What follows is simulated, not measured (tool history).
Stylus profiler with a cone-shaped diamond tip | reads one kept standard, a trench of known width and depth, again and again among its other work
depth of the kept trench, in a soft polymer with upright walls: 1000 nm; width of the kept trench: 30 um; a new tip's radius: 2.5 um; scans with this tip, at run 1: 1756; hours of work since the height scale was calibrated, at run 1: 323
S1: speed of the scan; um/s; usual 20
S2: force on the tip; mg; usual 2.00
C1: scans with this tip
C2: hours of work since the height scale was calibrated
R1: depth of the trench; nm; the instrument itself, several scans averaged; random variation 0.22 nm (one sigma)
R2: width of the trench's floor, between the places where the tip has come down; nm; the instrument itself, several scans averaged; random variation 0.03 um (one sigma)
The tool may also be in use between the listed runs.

Run 1, hour 0.0: usual settings; C1 1756; C2 323. Result: R1 1004.80 nm, R2 25910 nm.
Run 2, hour 17.1: usual settings; C1 1802; C2 331. Result: R1 1005.28 nm, R2 25900 nm.
Run 3, hour 29.1: usual settings; C1 1834; C2 337. Result: R1 1005.56 nm, R2 25900 nm.
Run 4, hour 55.9: usual settings; C1 1906; C2 350. Result: R1 1005.23 nm, R2 25880 nm.
Run 5, hour 79.5: usual settings; C1 1969; C2 362. Result: R1 1005.23 nm, R2 25940 nm.
Run 6, hour 96.1: usual settings; C1 2014; C2 370. Result: R1 1004.98 nm, R2 25910 nm.
Run 7, hour 112.4: usual settings; C1 2057; C2 378. Result: R1 1005.22 nm, R2 25910 nm.
Run 8, hour 128.2: usual settings but S2 4.67 mg; C1 2100; C2 386. Result: R1 1009.37 nm, R2 25890 nm.
Run 9, hour 151.0: usual settings; C1 2161; C2 397. Result: R1 1005.32 nm, R2 25830 nm.
Run 10, hour 165.1: usual settings; C1 2199; C2 404. Result: R1 1004.80 nm, R2 25880 nm.
Run 11, hour 176.9: usual settings but S2 1.02 mg; C1 2230; C2 410. Result: R1 1003.31 nm, R2 25800 nm.
Run 12, hour 200.5: usual settings but S2 1.02 mg; C1 2294; C2 421. Result: R1 1003.57 nm, R2 25760 nm.
Run 13, hour 219.5: usual settings but S1 7 um/s, S2 1.02 mg; C1 2345; C2 431. Result: R1 1003.00 nm, R2 25940 nm.
Run 14, hour 242.1: usual settings but S1 15 um/s; C1 2405; C2 442. Result: R1 1005.41 nm, R2 25960 nm.
Run 15, hour 257.8: usual settings; C1 2447; C2 450. Result: R1 1005.29 nm, R2 25830 nm.
Run 16, hour 279.0: usual settings; C1 2504; C2 460. Result: R1 1005.44 nm, R2 25890 nm.
Run 17, hour 295.3: usual settings but S1 62 um/s; C1 2548; C2 468. Result: R1 1004.99 nm, R2 25650 nm.
Run 18, hour 324.2: usual settings but S1 62 um/s; C1 2626; C2 482. Result: R1 1005.45 nm, R2 25640 nm.
Run 19, hour 337.5: usual settings but S1 62 um/s; C1 2661; C2 489. Result: R1 1004.88 nm, R2 25640 nm.
Run 20, hour 361.5: usual settings but S1 62 um/s; C1 2726; C2 501. Result: R1 1005.02 nm, R2 25610 nm.
Run 21, hour 378.2: usual settings but S1 14 um/s; C1 2770; C2 509. Result: R1 1005.07 nm, R2 25910 nm.
Run 22, hour 404.3: usual settings but S2 0.78 mg; C1 2840; C2 522. Result: R1 1002.53 nm, R2 25760 nm.
Run 23, hour 426.2: usual settings but S2 0.78 mg; C1 2899; C2 533. Result: R1 1002.65 nm, R2 25790 nm.
Run 24, hour 442.0: usual settings but S2 0.78 mg; C1 2941; C2 540. Result: R1 1002.80 nm, R2 25840 nm.
Run 25, hour 463.9: usual settings but S2 0.78 mg; C1 3000; C2 551. Result: R1 1002.82 nm, R2 25840 nm.
Run 26, hour 484.6: usual settings but S1 14 um/s, S2 2.33 mg; C1 3056; C2 561. Result: R1 1005.68 nm, R2 25960 nm.
Run 27, hour 507.5: usual settings but S1 14 um/s, S2 2.33 mg; C1 3117; C2 573. Result: R1 1005.80 nm, R2 25860 nm.
Run 28, hour 523.2: usual settings but S1 14 um/s, S2 2.33 mg; C1 3159; C2 580. Result: R1 1005.61 nm, R2 25910 nm.
Run 29, hour 547.3: usual settings but S1 9 um/s, S2 1.44 mg; C1 3224; C2 592. Result: R1 1003.87 nm, R2 25970 nm.
Run 30, hour 573.2: usual settings but S1 16 um/s, S2 5.49 mg; C1 3293; C2 605. Result: R1 1010.36 nm, R2 25970 nm.
Run 31, hour 601.5: usual settings but S1 28 um/s, S2 5.49 mg; C1 3369; C2 619. Result: R1 1009.90 nm, R2 25910 nm.
Run 32, hour 616.2: usual settings but S1 28 um/s, S2 5.49 mg; C1 3409; C2 626. Result: R1 1010.21 nm, R2 25860 nm.
Run 33, hour 640.4: usual settings but S1 32 um/s, S2 5.31 mg; C1 3473; C2 638. Result: R1 1010.13 nm, R2 25890 nm.
Run 34, hour 662.6: usual settings but S1 37 um/s, S2 0.93 mg; C1 3533; C2 649. Result: R1 1003.28 nm, R2 25720 nm.
Run 35, hour 687.5: usual settings but S1 14 um/s, S2 1.22 mg; C1 3600; C2 661. Result: R1 1003.71 nm, R2 25870 nm.

Forecast run 36:
Run 36, hour 707.4: usual settings but S1 52 um/s, S2 1.65 mg; C1 3653; C2 671. Result: R1 ?, R2 ?.

R1: 1004.65 nm
R2: 25660 nm
Without the tool's hidden state the same run would have given R1 1004.63 nm, R2 25660 nm.
